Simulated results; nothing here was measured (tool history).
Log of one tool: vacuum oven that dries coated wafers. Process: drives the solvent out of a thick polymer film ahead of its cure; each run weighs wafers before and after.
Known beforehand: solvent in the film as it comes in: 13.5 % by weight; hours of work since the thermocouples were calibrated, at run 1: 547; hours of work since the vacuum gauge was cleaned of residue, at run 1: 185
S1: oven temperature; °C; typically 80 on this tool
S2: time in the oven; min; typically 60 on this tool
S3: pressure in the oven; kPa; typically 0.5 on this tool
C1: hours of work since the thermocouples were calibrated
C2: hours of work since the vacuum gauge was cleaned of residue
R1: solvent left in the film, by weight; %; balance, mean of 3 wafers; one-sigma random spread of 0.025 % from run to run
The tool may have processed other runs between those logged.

run   hour  S1  S2     S3   C1   C2    R1
  1      0  80  60    0.5  547  185  0.93
  2     10  80  60    0.5  553  191  0.91
  3   20.3  80  60    0.5  558  196  0.92
  4     40  80  38    0.5  569  207  2.13
  5   53.2  80  38    0.5  576  213  2.13
  6   65.3  80  38    0.5  582  220  2.14
  7     77  80  38    0.5  588  226  2.17
      80.7  -- oven's thermocouples calibrated
  8   97.4  80  88    0.5    9  236  0.46
  9  112.5  80  60    0.5   17  244  1.02
     125.7  -- oven's thermocouples calibrated, once more
 10  128.8  80  60    0.5    2  251  0.86
 11  137.1  80  33    0.5    6  256  2.48
 12  152.6  74  33    0.5   14  264  4.06
 13  165.7  90  56   1.99   21  271  0.65
 14  184.4  75  60  0.462   31  281   1.7
 15  203.2  85  93  0.407   41  291  0.18
 16  218.7  67  37  0.272   49  299  5.49
 17    229  67  41  0.496   55  304  5.15
 18  240.7  80  36  0.343   61  310  2.13
 19  258.5  88  60    0.5   70  320  0.24

Below are 3 alternative next runs, each starting from the tool's condition after run 19. Predict each:
  A   274  82  86  1.545  78  328   ?
  B   274  68  36    0.5  78  328   ?
  C   274  80  47   1.22  78  328   ?

run    R1
  A  0.72
  B  5.43
  C  1.71
The same runs, with their run-to-run variation unchanged, on a tool lacking any hidden condition would have given:
run    R1
  A  0.65
  B  5.26
  C  1.58
